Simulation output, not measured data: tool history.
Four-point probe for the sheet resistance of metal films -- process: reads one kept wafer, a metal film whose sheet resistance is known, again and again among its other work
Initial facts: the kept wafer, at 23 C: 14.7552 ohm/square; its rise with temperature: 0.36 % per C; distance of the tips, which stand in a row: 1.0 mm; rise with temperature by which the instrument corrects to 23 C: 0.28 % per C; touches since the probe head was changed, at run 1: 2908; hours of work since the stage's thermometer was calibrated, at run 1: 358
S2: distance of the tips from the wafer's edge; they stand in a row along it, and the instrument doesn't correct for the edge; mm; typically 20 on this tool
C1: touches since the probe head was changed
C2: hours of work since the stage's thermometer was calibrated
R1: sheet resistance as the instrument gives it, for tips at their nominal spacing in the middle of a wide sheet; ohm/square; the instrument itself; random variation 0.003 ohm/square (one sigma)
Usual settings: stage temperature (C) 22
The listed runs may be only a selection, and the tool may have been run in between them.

run 1 day=0.000 | stage_temperature_(C)=22 S2=20 | C1=2908 C2=358 | R1=14.728204
run 2 day=0.558 | stage_temperature_(C)=22 S2=7 | C1=3133 C2=368 | R1=14.868006
run 3 day=1.225 | stage_temperature_(C)=22 S2=7 | C1=3400 C2=381 | R1=14.866450
run 4 day=1.875 | stage_temperature_(C)=22 S2=7 | C1=3662 C2=393 | R1=14.865605
run 5 day=2.558 | stage_temperature_(C)=22 S2=7 | C1=3936 C2=406 | R1=14.866501
run 6 day=3.142 | stage_temperature_(C)=22 S2=7 | C1=4170 C2=417 | R1=14.868360
run 7 day=3.646 | stage_temperature_(C)=22 S2=7 | C1=4373 C2=426 | R1=14.867025
run 8 day=4.288 | stage_temperature_(C)=23 S2=52 | C1=4631 C2=439 | R1=14.721061
run 9 day=4.658 | stage_temperature_(C)=23 S2=52 | C1=4781 C2=446 | R1=14.723506
run 10 day=5.429 | stage_temperature_(C)=30 S2=31 | C1=5090 C2=460 | R1=14.808607
run 11 day=6.188 | stage_temperature_(C)=30 S2=31 | C1=5394 C2=474 | R1=14.808660
run 12 day=7.038 | stage_temperature_(C)=19 S2=6 | C1=5737 C2=491 | R1=14.885463
run 13 day=7.854 | stage_temperature_(C)=29 S2=16 | C1=6065 C2=506 | R1=14.821857

What if the next run were any one of these 4? Each begins from the tool's condition after run 13:
run A day=8.412 | stage_temperature_(C)=22 S2=71 | C1=6289 C2=516 | R1=?
run B day=8.412 | stage_temperature_(C)=27 S2=16 | C1=6289 C2=516 | R1=?
run C day=8.412 | stage_temperature_(C)=28 S2=16 | C1=6289 C2=516 | R1=?
run D day=8.412 | stage_temperature_(C)=22 S2=58 | C1=6289 C2=516 | R1=?

run=A R1=14.713774
run=B R1=14.795359
run=C R1=14.807154
run=D R1=14.710353
Had the tool no hidden state, the same runs would have come out as:
run=A R1=14.748664
run=B R1=14.830395
run=C R1=14.842210
run=D R1=14.745235
